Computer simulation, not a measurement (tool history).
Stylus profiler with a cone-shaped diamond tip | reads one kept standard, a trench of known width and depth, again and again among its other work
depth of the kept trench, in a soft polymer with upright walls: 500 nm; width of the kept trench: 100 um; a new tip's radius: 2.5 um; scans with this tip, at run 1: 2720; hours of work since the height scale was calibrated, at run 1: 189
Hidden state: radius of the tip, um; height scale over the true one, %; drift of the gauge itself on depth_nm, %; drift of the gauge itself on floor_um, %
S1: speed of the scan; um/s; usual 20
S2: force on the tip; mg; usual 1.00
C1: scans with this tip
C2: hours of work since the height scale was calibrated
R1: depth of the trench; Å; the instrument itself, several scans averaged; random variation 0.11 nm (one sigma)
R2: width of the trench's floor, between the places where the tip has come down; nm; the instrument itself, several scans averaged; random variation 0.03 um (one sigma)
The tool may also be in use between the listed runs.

{"run": 1, "hour": 0.0, "S1": 20, "S2": 1.0, "C1": 2720, "C2": 189, "R1": 5018.7, "R2": 96670}
{"run": 2, "hour": 14.1, "S1": 20, "S2": 1.0, "C1": 2872, "C2": 199, "R1": 5017.2, "R2": 96700}
{"run": 3, "hour": 36.5, "S1": 20, "S2": 1.0, "C1": 3115, "C2": 216, "R1": 5016.3, "R2": 96600}
{"run": 4, "hour": 48.1, "S1": 20, "S2": 1.0, "C1": 3240, "C2": 225, "R1": 5017.6, "R2": 96660}
{"run": 5, "hour": 57.3, "S1": 20, "S2": 1.0, "C1": 3340, "C2": 232, "R1": 5017.9, "R2": 96670}
{"run": 6, "hour": 75.6, "S1": 20, "S2": 1.0, "C1": 3539, "C2": 246, "R1": 5017.3, "R2": 96650}
{"run": 7, "hour": 90.7, "S1": 20, "S2": 1.0, "C1": 3701, "C2": 257, "R1": 5016.1, "R2": 96620}
{"run": 8, "hour": 106.8, "S1": 30, "S2": 1.0, "C1": 3876, "C2": 269, "R1": 5015.1, "R2": 96490}
{"run": 9, "hour": 122.4, "S1": 26, "S2": 1.0, "C1": 4045, "C2": 281, "R1": 5018.2, "R2": 96530}
{"run": 10, "hour": 139.1, "S1": 46, "S2": 1.0, "C1": 4226, "C2": 293, "R1": 5015.7, "R2": 96350}
{"run": 11, "hour": 152.1, "S1": 46, "S2": 1.0, "C1": 4366, "C2": 303, "R1": 5016.1, "R2": 96320}
{"run": 12, "hour": 163.6, "S1": 46, "S2": 1.0, "C1": 4490, "C2": 312, "R1": 5014.2, "R2": 96370}
{"run": 13, "hour": 182.9, "S1": 25, "S2": 1.0, "C1": 4700, "C2": 326, "R1": 5015.5, "R2": 96520}
{"run": 14, "hour": 201.6, "S1": 9, "S2": 1.0, "C1": 4902, "C2": 340, "R1": 5013.9, "R2": 96680}
{"run": 15, "hour": 223.3, "S1": 20, "S2": 0.46, "C1": 5137, "C2": 357, "R1": 5005.4, "R2": 96470}
{"run": 16, "hour": 244.7, "S1": 20, "S2": 1.0, "C1": 5369, "C2": 373, "R1": 5016.7, "R2": 96530}
{"run": 17, "hour": 257.2, "S1": 20, "S2": 1.0, "C1": 5504, "C2": 382, "R1": 5015.8, "R2": 96530}
{"run": 18, "hour": 271.3, "S1": 20, "S2": 1.0, "C1": 5657, "C2": 393, "R1": 5015.2, "R2": 96550}
{"run": 19, "hour": 287.6, "S1": 8, "S2": 1.46, "C1": 5834, "C2": 405, "R1": 5019.0, "R2": 96630}
{"run": 20, "hour": 297.0, "S1": 49, "S2": 1.17, "C1": 5936, "C2": 412, "R1": 5016.8, "R2": 96260}
{"run": 21, "hour": 306.3, "S1": 15, "S2": 0.42, "C1": 6036, "C2": 419, "R1": 5003.3, "R2": 96480}
{"run": 22, "hour": 327.3, "S1": 14, "S2": 2.62, "C1": 6263, "C2": 435, "R1": 5034.4, "R2": 96630}
{"hour": 329.4, "done": "height scale calibrated on a step standard"}
{"run": 23, "hour": 346.1, "S1": 20, "S2": 0.65, "C1": 6462, "C2": 13, "R1": 5004.4, "R2": 96440}
{"run": 24, "hour": 368.4, "S1": 12, "S2": 1.08, "C1": 6703, "C2": 29, "R1": 5010.9, "R2": 96600}
{"run": 25, "hour": 386.2, "S1": 73, "S2": 0.41, "C1": 6895, "C2": 43, "R1": 4999.3, "R2": 95600}
{"run": 26, "hour": 402.8, "S1": 73, "S2": 0.41, "C1": 7075, "C2": 55, "R1": 4998.0, "R2": 95680}
{"run": 27, "hour": 418.0, "S1": 5, "S2": 2.26, "C1": 7240, "C2": 67, "R1": 5025.7, "R2": 96610}
{"run": 28, "hour": 438.9, "S1": 16, "S2": 2.69, "C1": 7466, "C2": 82, "R1": 5029.2, "R2": 96550}
{"run": 29, "hour": 451.9, "S1": 13, "S2": 0.47, "C1": 7607, "C2": 92, "R1": 4998.6, "R2": 96430}
{"hour": 464.0, "done": "height scale calibrated on a step standard, once more"}
{"run": 30, "hour": 466.5, "S1": 55, "S2": 2.96, "C1": 7759, "C2": 2, "R1": 5047.2, "R2": 96300}
{"run": 31, "hour": 482.3, "S1": 18, "S2": 2.79, "C1": 7930, "C2": 14, "R1": 5043.8, "R2": 96480}
{"run": 32, "hour": 504.5, "S1": 14, "S2": 0.41, "C1": 8171, "C2": 30, "R1": 5012.1, "R2": 96390}

Hidden state or all else? Some run-to-run changes of R1, split into what the settings, what came in and random variation would give without the hidden state, and what is left for the hidden state (with any gauge scatter that isn't in both results):
Run 21 -> 22: S1 15 -> 14, S2 0.42 -> 2.62. R1 +31.1 Å: hidden state -0.5, all else +31.6.
Run 22 -> 23: S1 14 -> 20, S2 2.62 -> 0.65, height scale calibrated on a step standard. R1 -30.0 Å: hidden state -2.7, all else -27.3.
Run 29 -> 30: S1 13 -> 55, S2 0.47 -> 2.96, height scale calibrated on a step standard, once more. R1 +48.6 Å: hidden state +15.9, all else +32.7.
Run 31 -> 32: S1 18 -> 14, S2 2.79 -> 0.41. R1 -31.7 Å: hidden state -0.4, all else -31.3.

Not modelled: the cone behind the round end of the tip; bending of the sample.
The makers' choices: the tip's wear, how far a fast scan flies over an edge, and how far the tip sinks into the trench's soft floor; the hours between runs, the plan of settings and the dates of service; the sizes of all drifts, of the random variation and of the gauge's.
